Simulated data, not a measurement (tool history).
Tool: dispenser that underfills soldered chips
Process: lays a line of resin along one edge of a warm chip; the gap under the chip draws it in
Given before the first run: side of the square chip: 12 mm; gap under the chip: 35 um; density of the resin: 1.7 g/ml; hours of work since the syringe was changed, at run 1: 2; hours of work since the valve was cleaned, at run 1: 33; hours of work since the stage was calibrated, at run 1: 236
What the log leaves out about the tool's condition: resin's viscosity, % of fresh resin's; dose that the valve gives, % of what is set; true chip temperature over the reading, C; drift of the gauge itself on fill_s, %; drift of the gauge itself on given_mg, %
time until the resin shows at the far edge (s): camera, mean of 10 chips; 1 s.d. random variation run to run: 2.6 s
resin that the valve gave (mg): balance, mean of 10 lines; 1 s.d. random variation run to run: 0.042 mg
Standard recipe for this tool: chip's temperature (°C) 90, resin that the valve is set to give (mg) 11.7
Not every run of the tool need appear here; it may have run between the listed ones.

run   hour  chip's temperature (°C)  resin that the valve is set to give (mg)  hours of work since the syringe was changed  hours of work since the valve was cleaned  hours of work since the stage was calibrated  time until the resin shows at the far edge (s)  resin that the valve gave (mg)
  1    0.0                       90                                      11.7                                            2                                         33                                           236                                           325.9                           11.34
  2    5.5                       90                                      11.7                                            6                                         37                                           241                                           454.3                           11.31
      12.0  -- new syringe of resin
  3   14.5                       90                                      11.7                                            2                                         44                                           247                                           323.3                           11.26
  4   22.7                       93                                      11.7                                            8                                         50                                           254                                           492.7                           11.17
      25.7  -- new syringe of resin
  5   30.4                       93                                      11.7                                            4                                         56                                           259                                           334.5                           11.12
  6   37.3                       93                                      11.7                                            9                                         61                                           265                                           519.3                           11.12
      39.2  -- new syringe of resin
      41.7  -- dispensing valve cleaned and set on the balance
  7   47.4                       93                                      11.7                                            6                                          4                                           272                                           391.9                           11.64
  8   52.6                       93                                      11.7                                           10                                          9                                           276                                           525.6                           11.66
      54.2  -- new syringe of resin
  9   62.2                       84                                      11.7                                            6                                         16                                           283                                           531.3                           11.48
 10   67.1                       84                                      11.7                                           10                                         20                                           287                                           726.2                           11.49
      67.9  -- new syringe of resin
 11   75.2                       84                                      11.7                                            6                                         26                                           293                                           534.5                           11.42
      81.4  -- new syringe of resin
 12   81.4                       84                                      11.7                                            0                                         30                                           298                                           326.8                           11.38
 13   91.9                       84                                      11.7                                            8                                         39                                           306                                           639.6                           11.21
      95.0  -- new syringe of resin
 14   97.2                       84                                      11.7                                            2                                         42                                           310                                           388.3                           11.29
 15  103.0                       79                                      11.7                                            6                                         47                                           314                                           650.7                           11.15
 16  107.3                       90                                      11.7                                           10                                         50                                           318                                           608.9                           11.14
     108.5  -- new syringe of resin
 17  114.9                       90                                      11.7                                            5                                         56                                           323                                           412.4                           11.10
 18  120.7                       97                                      11.7                                           10                                         61                                           328                                           485.3                           11.06
     122.9  -- new syringe of resin
     126.5  -- dispensing valve cleaned and set on the balance
 19  129.7                       97                                      11.7                                            5                                          3                                           334                                           326.3                           11.66
 20  134.9                      102                                      12.0                                            9                                          7                                           338                                           388.1                           11.93
     137.9  -- new syringe of resin
 21  142.6                       82                                      14.4                                            4                                         12                                           344                                           458.6                           14.17
 22  147.8                       90                                      13.2                                            8                                         16                                           348                                           503.2                           13.00
     151.5  -- new syringe of resin
 23  157.3                       83                                      12.4                                            4                                         24                                           355                                           492.8                           12.17
 24  162.7                       83                                      12.4                                            9                                         28                                           359                                           686.0                           12.11
     165.2  -- new syringe of resin
 25  168.9                       98                                      11.7                                            3                                         32                                           364                                           280.2                           11.28
 26  177.7                       82                                      13.8                                           10                                         39                                           371                                           751.3                           13.26
     178.9  -- new syringe of resin
 27  187.1                       83                                      12.4                                            6                                         46                                           378                                           574.7                           11.81
     192.5  -- new syringe of resin
 28  195.7                       83                                      12.4                                            3                                         53                                           384                                           424.5                           11.73
 29  200.0                       90                                      11.9                                            6                                         56                                           388                                           445.5                           11.24
 30  204.5                       90                                      11.9                                            9                                         60                                           391                                           590.6                           11.28
     206.6  -- new syringe of resin
     210.8  -- dispensing valve cleaned and set on the balance
 31  211.1                       93                                      11.8                                            3                                          0                                           395                                           320.2                           11.78
     221.1  -- new syringe of resin
 32  221.1                      100                                      10.0                                            0                                          8                                           403                                           224.3                            9.86
 33  225.8                      100                                      10.0                                            4                                         11                                           407                                           302.3                            9.82
 34  232.9                       80                                      10.0                                            9                                         17                                           412                                           840.3                            9.89
     235.0  -- new syringe of resin
 35  239.1                       90                                      11.7                                            3                                         22                                           417                                           366.0                           11.44
     249.0  -- new syringe of resin
 36  249.9                       76                                      10.7                                            1                                         30                                           425                                           481.3                           10.41

Had the tool no unlogged condition, and each run kept its random variation, what would the results have been?
run  time until the resin shows at the far edge (s)  resin that the valve gave (mg)
  1                                           262.9                           11.67
  2                                           260.4                           11.69
  3                                           258.7                           11.71
  4                                           237.1                           11.69
  5                                           235.9                           11.70
  6                                           237.9                           11.76
  7                                           240.0                           11.70
  8                                           232.6                           11.77
  9                                           307.8                           11.66
 10                                           310.5                           11.71
 11                                           314.8                           11.70
 12                                           306.3                           11.71
 13                                           311.9                           11.63
 14                                           310.5                           11.75
 15                                           361.9                           11.66
 16                                           260.6                           11.69
 17                                           258.6                           11.71
 18                                           213.4                           11.71
 19                                           212.2                           11.70
 20                                           182.6                           12.03
 21                                           319.9                           14.36
 22                                           253.8                           13.22
 23                                           314.2                           12.45
 24                                           311.2                           12.44
 25                                           206.1                           11.64
 26                                           319.8                           13.77
 27                                           317.6                           12.34
 28                                           317.1                           12.34
 29                                           255.2                           11.87
 30                                           255.2                           11.95
 31                                           237.4                           11.80
 32                                           205.0                            9.95
 33                                           206.3                            9.94
 34                                           364.5                           10.07
 35                                           259.0                           11.69
 36                                           408.9                           10.73
